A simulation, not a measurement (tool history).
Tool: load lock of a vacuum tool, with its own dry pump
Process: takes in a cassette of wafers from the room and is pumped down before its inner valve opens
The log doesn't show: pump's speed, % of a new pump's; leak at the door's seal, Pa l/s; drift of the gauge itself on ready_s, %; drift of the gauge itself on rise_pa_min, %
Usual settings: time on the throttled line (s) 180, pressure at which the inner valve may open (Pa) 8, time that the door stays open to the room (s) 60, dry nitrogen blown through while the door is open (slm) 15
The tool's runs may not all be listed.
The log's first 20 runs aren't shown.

run,hour,time on the throttled line (s),pressure at which the inner valve may open (Pa),time that the door stays open to the room (s),dry nitrogen blown through while the door is open (slm),hours that the pump has run since its overhaul,times that the door has closed on its seal,"incoming humidity of the room's air, %",time from the closed door until the inner valve may open (s),rise of the pressure with all valves shut (Pa/min)
21,1382.4,144,8,103,5,6503,8387,45.7,227.9,0.136
22,1429.4,92,8,60,31,6550,8465,42.5,184.4,0.075
23,1494.0,300,8,60,9,6614,8572,45.6,359.5,0.096
24,1539.1,284,8,71,15,6659,8647,42.6,346.3,0.097
25,1594.7,304,8,33,15,6715,8739,46.0,367.3,0.072
26,1656.4,304,8,33,15,6777,8841,46.2,365.6,0.082
27,1750.8,304,8,33,15,6871,8998,46.2,364.4,0.082
28,1841.6,180,8,60,11,6962,9148,43.3,258.0,0.095
29,1905.3,208,8,30,15,7026,9254,45.6,281.2,0.076
30,1970.5,208,8,30,15,7091,9362,43.9,284.7,0.076
31,2042.2,208,8,30,15,7162,9481,49.2,284.1,0.082
32,2139.2,269,6,130,38,7259,9642,47.4,333.7,0.109
33,2213.7,135,8,60,15,7334,9765,42.6,219.3,0.095
34,2310.2,135,8,60,15,7430,9925,43.3,220.1,0.098
35,2382.6,135,6,60,15,7503,10045,43.4,227.6,0.094
36,2450.7,135,15,60,5,7571,10158,45.0,214.6,0.112

Forecast each of these 5 alternatives for the next run:
A,2525.4,135,8,60,13,7646,10282,43.7,?,?
B,2525.4,173,8,78,4,7646,10282,47.1,?,?
C,2525.4,180,16,28,13,7646,10282,44.7,?,?
D,2525.4,135,8,52,16,7646,10282,48.2,?,?
E,2525.4,135,8,60,5,7646,10282,44.9,?,?

run,time from the closed door until the inner valve may open (s),rise of the pressure with all valves shut (Pa/min)
A,221.3,0.105
B,252.3,0.136
C,250.5,0.080
D,221.8,0.099
E,222.2,0.110
Without the tool's hidden state the same runs would have given:
run,time from the closed door until the inner valve may open (s),rise of the pressure with all valves shut (Pa/min)
A,215.0,0.050
B,246.4,0.081
C,245.3,0.025
D,215.4,0.044
E,215.8,0.055
